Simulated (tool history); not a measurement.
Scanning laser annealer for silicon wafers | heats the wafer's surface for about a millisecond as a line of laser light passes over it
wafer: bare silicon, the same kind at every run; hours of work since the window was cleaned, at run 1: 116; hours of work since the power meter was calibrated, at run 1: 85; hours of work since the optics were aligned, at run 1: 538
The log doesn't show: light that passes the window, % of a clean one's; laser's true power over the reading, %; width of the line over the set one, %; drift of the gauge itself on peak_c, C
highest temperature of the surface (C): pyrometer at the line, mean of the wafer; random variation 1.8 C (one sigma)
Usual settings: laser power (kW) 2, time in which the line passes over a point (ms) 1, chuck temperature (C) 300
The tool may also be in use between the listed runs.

run     day  laser power (kW)  time in which the line passes over a point (ms)  chuck temperature (C)  hours of work since the window was cleaned  hours of work since the power meter was calibrated  hours of work since the optics were aligned  highest temperature of the surface (C)
  1       0                 2                                                1                    300                                         116                                                  85                                          538                                    1027
  2   0.612                 2                                                1                    300                                         126                                                  94                                          547                                    1028
  3   1.475                 2                                                1                    264                                         139                                                 107                                          560                                     987
  4   2.283                 2                                                1                    264                                         151                                                 119                                          572                                     990
  5   3.288             1.944                                                1                    300                                         166                                                 134                                          588                                     995
  6   3.812                 2                                                1                    300                                         174                                                 142                                          595                                    1024
  7   4.458                 2                                                1                    318                                         184                                                 152                                          605                                    1039
  8   5.375                 2                                                1                    318                                         198                                                 166                                          619                                    1038
  9   6.254                 2                                                1                    318                                         211                                                 179                                          632                                    1034
 10   7.479                 2                                                1                    295                                         229                                                 198                                          651                                    1014
 11   8.454                 2                                                1                    264                                         244                                                 212                                          666                                     981
 12   9.525             1.993                                                1                    300                                         260                                                 229                                          682                                    1013
 13  10.388             1.993                                                1                    300                                         273                                                 242                                          695                                    1008
 14  11.596             1.707                                                1                    300                                         292                                                 260                                          713                                     880
 15  12.188             1.707                                                1                    300                                         301                                                 269                                          722                                     877
 16  13.233             1.947                                                1                    300                                         316                                                 285                                          738                                     985
 17  14.438                 2                                                1                    322                                         335                                                 303                                          756                                    1033
 18  15.312                 2                                             0.71                    300                                         348                                                 316                                          769                                     891
 19  15.888                 2                                                1                    285                                         356                                                 325                                          778                                     993
 20  16.762                 2                                                1                    285                                         370                                                 338                                          791                                     990
 21  17.392             2.026                                                1                    271                                         379                                                 347                                          801                                     990
 22  17.996                 2                                             0.86                    271                                         388                                                 357                                          810                                     924
 23  18.608                 2                                             0.86                    271                                         398                                                 366                                          819                                     923
 24  19.504                 2                                             0.86                    271                                         411                                                 379                                          833                                     922
 25  20.046                 2                                             0.86                    271                                         419                                                 388                                          841                                     921
 26  20.758             2.083                                             0.86                    309                                         430                                                 398                                          852                                     996
 27  21.912             1.979                                             0.86                    269                                         448                                                 416                                          869                                     905
 28  22.558             2.136                                                1                    281                                         457                                                 426                                          879                                    1041
 29  23.062             2.188                                                1                    281                                         465                                                 433                                          886                                    1066
 30  24.242             2.188                                                1                    281                                         483                                                 451                                          904                                    1062
 31  24.975                 2                                             0.77                    300                                         494                                                 462                                          915                                     909
 32  25.688                 2                                             0.77                    300                                         505                                                 473                                          926                                     906
 33  26.538             1.866                                             0.93                    278                                         517                                                 486                                          939                                     890
 34  27.696             1.732                                             0.93                    294                                         535                                                 503                                          956                                     849
 35  28.825             2.084                                                1                    300                                         552                                                 520                                          974                                    1030
 36  29.833             2.124                                             1.19                    300                                         567                                                 536                                          989                                    1115
 37  31.046             2.135                                             0.92                    279                                         586                                                 554                                         1007                                     999
 38  31.604             2.135                                             0.92                    279                                         594                                                 562                                         1016                                     994
 39  32.238             1.708                                             0.75                    264                                         604                                                 572                                         1025                                     747

3 ways to go on from here, each from the tool as it stands after run 39. What would each give?
  A  33.2             1.708                                             0.75                    282                                         618                                                 586                                         1040                                       ?
  B  33.2             1.708                                             0.91                    298                                         618                                                 586                                         1040                                       ?
  C  33.2             2.022                                             0.99                    297                                         618                                                 586                                         1040                                       ?

run  highest temperature of the surface (C)
  A                                     766
  B                                     829
  C                                     991
Without the tool's hidden state the same runs would have given:
run  highest temperature of the surface (C)
  A                                     812
  B                                     880
  C                                    1058
